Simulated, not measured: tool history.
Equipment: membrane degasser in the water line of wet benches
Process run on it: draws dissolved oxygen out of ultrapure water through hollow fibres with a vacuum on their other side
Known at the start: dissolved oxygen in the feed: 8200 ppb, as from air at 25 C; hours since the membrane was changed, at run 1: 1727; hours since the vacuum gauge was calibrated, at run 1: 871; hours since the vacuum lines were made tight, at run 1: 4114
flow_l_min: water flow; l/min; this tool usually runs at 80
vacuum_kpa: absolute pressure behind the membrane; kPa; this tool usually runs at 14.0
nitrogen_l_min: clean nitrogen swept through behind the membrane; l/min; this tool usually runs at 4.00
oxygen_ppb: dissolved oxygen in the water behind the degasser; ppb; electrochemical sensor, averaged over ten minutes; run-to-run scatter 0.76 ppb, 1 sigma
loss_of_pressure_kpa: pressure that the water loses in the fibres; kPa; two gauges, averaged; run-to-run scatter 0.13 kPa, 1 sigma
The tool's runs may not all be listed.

run    hour  flow_l_min  vacuum_kpa  nitrogen_l_min  hours since the membrane was changed  hours since the vacuum gauge was calibrated  hours since the vacuum lines were made tight  oxygen_ppb  loss_of_pressure_kpa
  1     0.0          80        14.0            4.00                                  1727                                          871                                          4114       472.4                 44.78
  2    77.5          80        14.0            1.81                                  1804                                          948                                          4191       874.8                 44.95
  3   173.8          80        14.0            1.81                                  1900                                         1044                                          4288       873.5                 45.05
  4   270.8          80        14.0            1.81                                  1997                                         1142                                          4385       874.1                 45.10
  5   358.2          80        14.0            4.00                                  2085                                         1229                                          4472       473.5                 44.94
  6   437.7          80        14.0            4.00                                  2164                                         1308                                          4552       475.4                 45.02
  7   494.9          80        14.0            4.00                                  2221                                         1366                                          4609       475.1                 44.90
  8   539.6          80        14.0            4.00                                  2266                                         1410                                          4653       475.7                 44.79
  9   615.5          80        12.4            4.00                                  2342                                         1486                                          4729       409.3                 45.12
 10   690.7          80        17.0            4.00                                  2417                                         1561                                          4805       594.3                 44.75
      708.6  -- seals of the vacuum lines changed
 11   775.0          80        17.0            4.00                                  2499                                         1644                                            66       593.0                 44.97
 12   834.7          80        14.0            4.00                                  2559                                         1703                                           126       474.9                 44.82
 13   924.3          80        14.0            4.00                                  2649                                         1793                                           216       474.9                 44.91
 14  1013.5          80        14.0            5.47                                  2738                                         1882                                           305       364.8                 45.16
 15  1055.2         117        14.0            4.00                                  2780                                         1924                                           347       681.5                 66.06
 16  1114.0          80        14.0            7.72                                  2839                                         1983                                           405       271.1                 45.13
 17  1208.1          49        14.0            4.00                                  2933                                         2077                                           499       303.7                 27.70
 18  1256.0          49        14.0            4.00                                  2980                                         2125                                           547       303.8                 27.52
 19  1325.1          49        14.0            6.98                                  3050                                         2194                                           616       182.8                 27.63
 20  1412.2          80        34.3            4.00                                  3137                                         2281                                           704      1217.4                 45.05
 21  1501.6         123        11.7           10.21                                  3226                                         2370                                           793       297.9                 69.77
 22  1586.7          65        23.1            4.00                                  3311                                         2455                                           878       691.7                 36.46
 23  1633.9          65        23.1            4.00                                  3358                                         2503                                           925       694.4                 36.40
 24  1712.3          52        22.8            7.67                                  3437                                         2581                                          1004       314.4                 29.46
 25  1806.3          52        22.8            7.67                                  3531                                         2675                                          1098       313.7                 29.35
 26  1860.7          80         8.9            9.45                                  3585                                         2729                                          1152       129.6                 45.33
 27  1907.7          80         8.9            9.45                                  3632                                         2776                                          1199       130.4                 45.27
 28  1981.0          54        10.7            6.15                                  3705                                         2850                                          1272       161.0                 30.41
 29  2053.8          90        21.4            7.52                                  3778                                         2922                                          1345       505.1                 50.88
 30  2120.9         124        20.4            7.52                                  3845                                         2990                                          1412       669.5                 70.32
 31  2178.3         106        11.6            4.00                                  3903                                         3047                                          1470       504.5                 59.99
 32  2257.2         106        11.6            4.00                                  3982                                         3126                                          1549       504.2                 60.35
 33  2305.6          71        14.0            2.50                                  4030                                         3174                                          1597       633.0                 40.43

3 ways to go on from here, each from the tool as it stands after run 33. What would each give?
  A  2396.3          80         8.6           11.29                                  4121                                         3265                                          1688           ?                     ?
  B  2396.3          83        34.8            2.95                                  4121                                         3265                                          1688           ?                     ?
  C  2396.3          80        14.0            9.91                                  4121                                         3265                                          1688           ?                     ?

run  oxygen_ppb  loss_of_pressure_kpa
  A       107.8                 45.36
  B      1598.3                 47.16
  C       220.8                 45.50
Without the tool's hidden state the same runs would have given:
run  oxygen_ppb  loss_of_pressure_kpa
  A       101.1                 44.34
  B      1583.0                 46.10
  C       213.4                 44.47
